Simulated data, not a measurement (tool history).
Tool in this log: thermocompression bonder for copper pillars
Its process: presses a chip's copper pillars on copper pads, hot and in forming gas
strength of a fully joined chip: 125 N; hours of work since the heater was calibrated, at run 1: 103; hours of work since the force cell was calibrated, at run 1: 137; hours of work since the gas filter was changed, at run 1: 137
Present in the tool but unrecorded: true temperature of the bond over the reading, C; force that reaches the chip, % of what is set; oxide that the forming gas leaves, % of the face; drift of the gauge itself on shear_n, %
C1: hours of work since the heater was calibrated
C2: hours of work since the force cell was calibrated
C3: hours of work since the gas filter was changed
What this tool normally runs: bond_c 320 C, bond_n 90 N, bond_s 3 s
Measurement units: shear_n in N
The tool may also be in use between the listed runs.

{"run": 1, "hour": 0.0, "bond_c": 320, "bond_n": 90, "bond_s": 3, "C1": 103, "C2": 137, "C3": 137, "shear_n": 65.0}
{"run": 2, "hour": 32.6, "bond_c": 320, "bond_n": 90, "bond_s": 3, "C1": 128, "C2": 162, "C3": 162, "shear_n": 64.6}
{"run": 3, "hour": 61.3, "bond_c": 320, "bond_n": 90, "bond_s": 3, "C1": 150, "C2": 184, "C3": 184, "shear_n": 64.7}
{"run": 4, "hour": 78.9, "bond_c": 320, "bond_n": 90, "bond_s": 3, "C1": 163, "C2": 197, "C3": 197, "shear_n": 63.5}
{"run": 5, "hour": 95.6, "bond_c": 320, "bond_n": 90, "bond_s": 3, "C1": 176, "C2": 210, "C3": 210, "shear_n": 64.5}
{"run": 6, "hour": 115.0, "bond_c": 320, "bond_n": 90, "bond_s": 3, "C1": 190, "C2": 225, "C3": 225, "shear_n": 64.3}
{"run": 7, "hour": 150.6, "bond_c": 320, "bond_n": 90, "bond_s": 3, "C1": 218, "C2": 252, "C3": 252, "shear_n": 63.3}
{"run": 8, "hour": 179.0, "bond_c": 320, "bond_n": 90, "bond_s": 3, "C1": 239, "C2": 273, "C3": 273, "shear_n": 63.7}
{"run": 9, "hour": 208.9, "bond_c": 320, "bond_n": 90, "bond_s": 3, "C1": 262, "C2": 296, "C3": 296, "shear_n": 63.4}
{"run": 10, "hour": 226.0, "bond_c": 320, "bond_n": 90, "bond_s": 3, "C1": 275, "C2": 309, "C3": 309, "shear_n": 63.0}
{"run": 11, "hour": 260.7, "bond_c": 320, "bond_n": 90, "bond_s": 3, "C1": 301, "C2": 336, "C3": 336, "shear_n": 62.7}
{"run": 12, "hour": 280.9, "bond_c": 320, "bond_n": 90, "bond_s": 3, "C1": 317, "C2": 351, "C3": 351, "shear_n": 61.9}
{"hour": 297.9, "done": "forming gas filter changed"}
{"run": 13, "hour": 303.4, "bond_c": 320, "bond_n": 90, "bond_s": 3, "C1": 333, "C2": 368, "C3": 4, "shear_n": 68.8}
{"run": 14, "hour": 330.1, "bond_c": 320, "bond_n": 90, "bond_s": 3, "C1": 354, "C2": 388, "C3": 24, "shear_n": 68.7}
{"run": 15, "hour": 353.4, "bond_c": 327, "bond_n": 90, "bond_s": 3, "C1": 371, "C2": 406, "C3": 42, "shear_n": 72.3}
{"run": 16, "hour": 386.1, "bond_c": 327, "bond_n": 90, "bond_s": 3, "C1": 396, "C2": 431, "C3": 67, "shear_n": 71.0}
{"run": 17, "hour": 415.7, "bond_c": 327, "bond_n": 90, "bond_s": 3, "C1": 419, "C2": 453, "C3": 90, "shear_n": 71.0}
{"run": 18, "hour": 431.7, "bond_c": 320, "bond_n": 80, "bond_s": 3, "C1": 431, "C2": 465, "C3": 102, "shear_n": 65.0}
{"run": 19, "hour": 456.4, "bond_c": 320, "bond_n": 80, "bond_s": 3, "C1": 450, "C2": 484, "C3": 121, "shear_n": 64.3}
{"run": 20, "hour": 475.3, "bond_c": 320, "bond_n": 80, "bond_s": 3, "C1": 464, "C2": 499, "C3": 135, "shear_n": 64.4}
{"run": 21, "hour": 493.2, "bond_c": 320, "bond_n": 61, "bond_s": 3, "C1": 478, "C2": 512, "C3": 149, "shear_n": 56.9}
{"run": 22, "hour": 518.5, "bond_c": 335, "bond_n": 61, "bond_s": 2, "C1": 497, "C2": 531, "C3": 168, "shear_n": 53.8}
{"run": 23, "hour": 534.8, "bond_c": 335, "bond_n": 61, "bond_s": 2, "C1": 509, "C2": 544, "C3": 180, "shear_n": 54.4}
{"run": 24, "hour": 566.5, "bond_c": 317, "bond_n": 62, "bond_s": 8, "C1": 534, "C2": 568, "C3": 204, "shear_n": 75.1}
{"run": 25, "hour": 599.8, "bond_c": 317, "bond_n": 62, "bond_s": 8, "C1": 559, "C2": 593, "C3": 230, "shear_n": 75.8}
{"run": 26, "hour": 620.2, "bond_c": 317, "bond_n": 62, "bond_s": 8, "C1": 574, "C2": 609, "C3": 245, "shear_n": 75.4}
{"run": 27, "hour": 657.4, "bond_c": 317, "bond_n": 126, "bond_s": 2, "C1": 603, "C2": 637, "C3": 274, "shear_n": 64.3}
{"run": 28, "hour": 693.6, "bond_c": 317, "bond_n": 126, "bond_s": 2, "C1": 630, "C2": 665, "C3": 301, "shear_n": 63.8}
{"run": 29, "hour": 728.9, "bond_c": 317, "bond_n": 126, "bond_s": 2, "C1": 657, "C2": 691, "C3": 328, "shear_n": 63.5}
{"run": 30, "hour": 756.8, "bond_c": 317, "bond_n": 126, "bond_s": 2, "C1": 678, "C2": 713, "C3": 349, "shear_n": 62.9}
{"hour": 775.0, "done": "forming gas filter changed"}
{"run": 31, "hour": 775.0, "bond_c": 317, "bond_n": 126, "bond_s": 2, "C1": 692, "C2": 726, "C3": 0, "shear_n": 70.0}
{"run": 32, "hour": 801.6, "bond_c": 317, "bond_n": 126, "bond_s": 2, "C1": 712, "C2": 746, "C3": 20, "shear_n": 69.3}
{"run": 33, "hour": 820.2, "bond_c": 317, "bond_n": 123, "bond_s": 2, "C1": 726, "C2": 761, "C3": 34, "shear_n": 69.0}
{"run": 34, "hour": 840.6, "bond_c": 296, "bond_n": 93, "bond_s": 6, "C1": 742, "C2": 776, "C3": 50, "shear_n": 74.2}
{"run": 35, "hour": 855.9, "bond_c": 294, "bond_n": 92, "bond_s": 2, "C1": 753, "C2": 788, "C3": 62, "shear_n": 50.7}
{"run": 36, "hour": 890.8, "bond_c": 294, "bond_n": 71, "bond_s": 2, "C1": 780, "C2": 814, "C3": 88, "shear_n": 44.4}
{"run": 37, "hour": 911.4, "bond_c": 344, "bond_n": 111, "bond_s": 2, "C1": 796, "C2": 830, "C3": 104, "shear_n": 75.7}
{"run": 38, "hour": 936.6, "bond_c": 322, "bond_n": 99, "bond_s": 3, "C1": 815, "C2": 849, "C3": 123, "shear_n": 72.6}
{"run": 39, "hour": 956.4, "bond_c": 311, "bond_n": 63, "bond_s": 3, "C1": 830, "C2": 864, "C3": 138, "shear_n": 55.8}

Describe how what the log doesn't record of the tool's condition differs between the last listed run preceding each entry between runs and the first listed run following it.
Runs 12 to 13: forming gas filter changed (hour 297.9)
  true temperature of the bond over the reading, C: 2.1 -> 2.2; force that reaches the chip, % of what is set: 102.9 -> 103.1; oxide that the forming gas leaves, % of the face: 10.39 -> 0.62
  measured less the result without the state, shear_n: -5.1 -> +1.7 N
Runs 30 to 31: forming gas filter changed (hour 775.0)
  true temperature of the bond over the reading, C: 4.2 -> 4.3; force that reaches the chip, % of what is set: 105.4 -> 105.5; oxide that the forming gas leaves, % of the face: 9.87 -> 0.62
  measured less the result without the state, shear_n: -3.1 -> +3.4 N
